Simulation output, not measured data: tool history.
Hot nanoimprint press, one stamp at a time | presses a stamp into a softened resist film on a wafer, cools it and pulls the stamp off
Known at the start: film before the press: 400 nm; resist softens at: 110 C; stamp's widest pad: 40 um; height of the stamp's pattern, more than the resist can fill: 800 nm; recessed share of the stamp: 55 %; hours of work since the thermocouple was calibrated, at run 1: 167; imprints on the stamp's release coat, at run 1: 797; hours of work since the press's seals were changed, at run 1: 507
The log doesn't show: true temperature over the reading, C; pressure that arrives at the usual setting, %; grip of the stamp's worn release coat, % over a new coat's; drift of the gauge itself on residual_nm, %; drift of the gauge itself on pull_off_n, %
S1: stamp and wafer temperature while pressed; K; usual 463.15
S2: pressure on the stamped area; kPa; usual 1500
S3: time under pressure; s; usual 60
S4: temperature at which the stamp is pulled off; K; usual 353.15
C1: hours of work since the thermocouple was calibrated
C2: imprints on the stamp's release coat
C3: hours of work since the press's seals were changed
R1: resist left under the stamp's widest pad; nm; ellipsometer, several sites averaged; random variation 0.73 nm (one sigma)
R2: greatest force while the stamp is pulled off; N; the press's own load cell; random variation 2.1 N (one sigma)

{"run": 1, "hour": 0.0, "S1": 463.15, "S2": 1500, "S3": 60, "S4": 353.15, "C1": 167, "C2": 797, "C3": 507, "R1": 187.9, "R2": 154}
{"run": 2, "hour": 12.9, "S1": 463.15, "S2": 1500, "S3": 60, "S4": 353.15, "C1": 175, "C2": 825, "C3": 515, "R1": 185.8, "R2": 152}
{"run": 3, "hour": 27.0, "S1": 463.15, "S2": 1500, "S3": 60, "S4": 353.15, "C1": 184, "C2": 855, "C3": 524, "R1": 187.1, "R2": 152}
{"run": 4, "hour": 52.4, "S1": 463.15, "S2": 1290, "S3": 60, "S4": 353.15, "C1": 200, "C2": 910, "C3": 540, "R1": 202.6, "R2": 147}
{"run": 5, "hour": 76.4, "S1": 463.15, "S2": 1290, "S3": 60, "S4": 353.15, "C1": 215, "C2": 962, "C3": 555, "R1": 203.5, "R2": 154}
{"run": 6, "hour": 94.3, "S1": 463.15, "S2": 1500, "S3": 60, "S4": 353.15, "C1": 226, "C2": 1000, "C3": 567, "R1": 186.5, "R2": 151}
{"run": 7, "hour": 119.3, "S1": 463.15, "S2": 1500, "S3": 60, "S4": 353.15, "C1": 242, "C2": 1054, "C3": 582, "R1": 187.7, "R2": 155}
{"run": 8, "hour": 135.4, "S1": 463.15, "S2": 1500, "S3": 60, "S4": 353.15, "C1": 252, "C2": 1089, "C3": 593, "R1": 187.2, "R2": 155}
{"run": 9, "hour": 157.4, "S1": 463.15, "S2": 1500, "S3": 60, "S4": 353.15, "C1": 266, "C2": 1136, "C3": 606, "R1": 188.2, "R2": 154}
{"run": 10, "hour": 171.7, "S1": 463.15, "S2": 1500, "S3": 60, "S4": 353.15, "C1": 275, "C2": 1167, "C3": 615, "R1": 187.5, "R2": 150}
{"run": 11, "hour": 194.2, "S1": 463.15, "S2": 1500, "S3": 60, "S4": 353.15, "C1": 289, "C2": 1215, "C3": 630, "R1": 187.9, "R2": 151}
{"run": 12, "hour": 204.5, "S1": 463.15, "S2": 1500, "S3": 32, "S4": 353.15, "C1": 296, "C2": 1238, "C3": 636, "R1": 227.6, "R2": 152}
{"run": 13, "hour": 223.1, "S1": 463.15, "S2": 1500, "S3": 32, "S4": 353.15, "C1": 307, "C2": 1277, "C3": 648, "R1": 228.4, "R2": 154}
{"run": 14, "hour": 240.4, "S1": 463.15, "S2": 1500, "S3": 32, "S4": 353.15, "C1": 318, "C2": 1315, "C3": 659, "R1": 229.8, "R2": 153}
{"run": 15, "hour": 257.9, "S1": 463.15, "S2": 1500, "S3": 60, "S4": 353.15, "C1": 329, "C2": 1352, "C3": 670, "R1": 188.5, "R2": 154}
{"run": 16, "hour": 271.6, "S1": 463.15, "S2": 1500, "S3": 60, "S4": 353.15, "C1": 338, "C2": 1382, "C3": 678, "R1": 189.1, "R2": 150}
{"run": 17, "hour": 287.6, "S1": 463.15, "S2": 1500, "S3": 60, "S4": 353.15, "C1": 348, "C2": 1417, "C3": 688, "R1": 188.4, "R2": 154}
{"run": 18, "hour": 308.4, "S1": 463.15, "S2": 1500, "S3": 60, "S4": 353.15, "C1": 361, "C2": 1461, "C3": 701, "R1": 188.4, "R2": 152}

Forecast run 19:
{"run": 19, "hour": 322.9, "S1": 467.15, "S2": 2020, "S3": 91, "S4": 348.15, "C1": 370, "C2": 1493, "C3": 711, "R1": "?", "R2": "?"}

R1: 117 nm
R2: 172 N
Without the tool's hidden state the same run would have given R1 115.8 nm, R2 170 N.
